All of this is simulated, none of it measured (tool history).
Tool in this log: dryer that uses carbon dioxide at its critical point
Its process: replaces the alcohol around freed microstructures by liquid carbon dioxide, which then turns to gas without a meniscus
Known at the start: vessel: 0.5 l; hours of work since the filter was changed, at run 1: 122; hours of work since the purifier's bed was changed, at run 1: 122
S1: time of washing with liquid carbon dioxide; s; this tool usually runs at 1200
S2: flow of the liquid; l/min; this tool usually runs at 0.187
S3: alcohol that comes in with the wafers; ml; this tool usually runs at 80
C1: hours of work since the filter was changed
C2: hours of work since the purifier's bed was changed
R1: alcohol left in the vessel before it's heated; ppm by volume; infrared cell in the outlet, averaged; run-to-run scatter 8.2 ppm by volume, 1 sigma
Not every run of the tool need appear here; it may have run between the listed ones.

run 1 hour=0.0 | S1=1200 S2=0.187 S3=80 | C1=122 C2=122 | R1=592
run 2 hour=45.8 | S1=1200 S2=0.187 S3=80 | C1=150 C2=150 | R1=629
run 3 hour=68.6 | S1=1200 S2=0.144 S3=80 | C1=164 C2=164 | R1=2296
run 4 hour=103.6 | S1=1200 S2=0.144 S3=80 | C1=186 C2=186 | R1=2359
run 5 hour=123.7 | S1=1200 S2=0.144 S3=80 | C1=199 C2=199 | R1=2383
run 6 hour=157.5 | S1=1200 S2=0.187 S3=82 | C1=220 C2=220 | R1=737
run 7 hour=183.6 | S1=1200 S2=0.187 S3=82 | C1=236 C2=236 | R1=785
run 8 hour=220.5 | S1=1200 S2=0.187 S3=82 | C1=260 C2=260 | R1=811
run 9 hour=249.4 | S1=1200 S2=0.187 S3=82 | C1=278 C2=278 | R1=814
run 10 hour=298.6 | S1=1200 S2=0.187 S3=82 | C1=309 C2=309 | R1=900
-- hour=313.3 inlet filter changed
run 11 hour=347.1 | S1=1200 S2=0.187 S3=82 | C1=21 C2=338 | R1=500
run 12 hour=374.0 | S1=780 S2=0.236 S3=81 | C1=38 C2=355 | R1=1382
run 13 hour=421.9 | S1=780 S2=0.236 S3=81 | C1=68 C2=385 | R1=1435
run 14 hour=457.0 | S1=720 S2=0.144 S3=80 | C1=90 C2=407 | R1=11607
run 15 hour=494.2 | S1=1440 S2=0.194 S3=82 | C1=113 C2=430 | R1=183
run 16 hour=532.8 | S1=1800 S2=0.273 S3=82 | C1=137 C2=455 | R1=64
run 17 hour=569.1 | S1=960 S2=0.164 S3=80 | C1=160 C2=477 | R1=3270
run 18 hour=604.6 | S1=1200 S2=0.284 S3=80 | C1=182 C2=499 | R1=102
run 19 hour=652.1 | S1=1080 S2=0.239 S3=72 | C1=212 C2=529 | R1=335
run 20 hour=693.5 | S1=1080 S2=0.239 S3=72 | C1=238 C2=555 | R1=350

Entry by entry between the runs, the difference in hidden state between the last listed run before and the first listed run after:
Run 10 -> run 11: inlet filter changed (hour 313.3)
  flow that reaches the vessel past the clogged filter, %: 88.9 -> 99; alcohol in the recycled carbon dioxide, ppm: 43.2 -> 46.7
  what was measured, less what the result would be without the hidden state, R1: +453 -> +65 ppm by volume

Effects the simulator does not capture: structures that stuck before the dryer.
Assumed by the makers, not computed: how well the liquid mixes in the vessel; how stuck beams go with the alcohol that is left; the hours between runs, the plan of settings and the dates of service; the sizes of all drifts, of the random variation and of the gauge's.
